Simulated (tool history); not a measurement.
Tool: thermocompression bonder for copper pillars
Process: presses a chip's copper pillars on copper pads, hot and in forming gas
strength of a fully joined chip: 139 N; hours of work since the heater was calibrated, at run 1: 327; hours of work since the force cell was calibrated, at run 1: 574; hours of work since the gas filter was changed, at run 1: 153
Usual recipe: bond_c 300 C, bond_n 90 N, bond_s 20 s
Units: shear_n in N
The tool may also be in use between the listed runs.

run    hour  bond_c  bond_n  bond_s  hours of work since the heater was calibrated  hours of work since the force cell was calibrated  hours of work since the gas filter was changed  shear_n
  1       0     300      90      20                                            327                                                574                                             153     50.6
  2    72.8     300      90      20                                            361                                                608                                             187     50.7
  3   133.5     300      90      20                                            389                                                636                                             215     49.9
  4   207.8     300      90      20                                            423                                                670                                             249     49.7
  5   241.9     300      90      30                                            439                                                686                                             265     58.4
  6   305.5     300      90      30                                            468                                                715                                             294     58.5
  7   376.2     300      90      30                                            501                                                748                                             327     59.1
      450.4  -- force cell calibrated
  8   450.4     300      90      20                                            535                                                  0                                             361       50
  9   493.3     305      90      20                                            554                                                 20                                             381     52.3
      507.6  -- forming gas filter changed
 10   562.1     305      90      48                                            586                                                 51                                              25     73.9
 11   612.3     305      90      48                                            609                                                 75                                              48     73.5
 12   682.5     309      90      48                                            642                                                107                                              81     76.7
 13   745.1     309      90      48                                            671                                                136                                             110       76
 14   783.1     300      90      20                                            688                                                154                                             127     51.4
 15   818.7     300      90      20                                            705                                                170                                             144     50.4
 16   887.3     300      90      20                                            736                                                202                                             176     50.7
 17   926.6     300      90      20                                            754                                                220                                             194       50
 18   978.5     300      90      20                                            779                                                244                                             218     50.8
 19  1032.9     300      69      20                                            804                                                269                                             243     42.4
 20  1097.3     300      69      20                                            833                                                299                                             273     42.1
 21  1171.8     300      68      53                                            868                                                333                                             307     60.9
 22  1231.2     300      68      53                                            895                                                361                                             335       62
 23  1297.1     285      57      10                                            926                                                391                                             365     22.6
 24  1332.6     298     128      13                                            942                                                408                                             381     51.9
     1344.8  -- forming gas filter changed
 25    1392     297      90      43                                            969                                                435                                              22     66.2
 26  1444.9     297      90      43                                            994                                                459                                              46     65.7
     1462.7  -- heater calibrated with a thermocouple chip
 27  1491.6     297      90      10                                             13                                                480                                              67     36.8
 28  1559.8     297      90      10                                             45                                                512                                              99     36.3
 29  1625.2     275     108      17                                             75                                                542                                             129     39.2
 30  1675.7     275      90      16                                             98                                                565                                             152     33.2
 31  1724.5     275      90      16                                            121                                                588                                             175     33.5
 32  1786.1     304      56      16                                            150                                                616                                             203     35.2
 33    1817     304      56      16                                            164                                                630                                             217       36
 34  1857.1     304      56      16                                            182                                                649                                             236     35.8
 35    1930     293      56      16                                            216                                                683                                             270     30.3
 36  1974.8     300      90      20                                            237                                                703                                             290     49.3
 37  2009.8     324      83      20                                            253                                                720                                             307     61.2
 38  2080.1     286     129      20                                            285                                                752                                             339     52.6
 39  2111.9     278      71      20                                            300                                                767                                             354     32.8

Branching from run 39: 3 alternative next runs. What would each branch give?
     2149.1  -- force cell calibrated
  A  2159.6     323     111      37                                            322                                                  5                                             375        ?
     2149.1  -- force cell calibrated
  B  2159.6     275      61      17                                            322                                                  5                                             375        ?
     2149.1  -- force cell calibrated
  C  2159.6     278      81      39                                            322                                                  5                                             375        ?

run  shear_n
  A     87.2
  B     26.3
  C     46.5
With no hidden state in the tool, these same runs would have given:
run  shear_n
  A     87.6
  B     26.4
  C     46.7

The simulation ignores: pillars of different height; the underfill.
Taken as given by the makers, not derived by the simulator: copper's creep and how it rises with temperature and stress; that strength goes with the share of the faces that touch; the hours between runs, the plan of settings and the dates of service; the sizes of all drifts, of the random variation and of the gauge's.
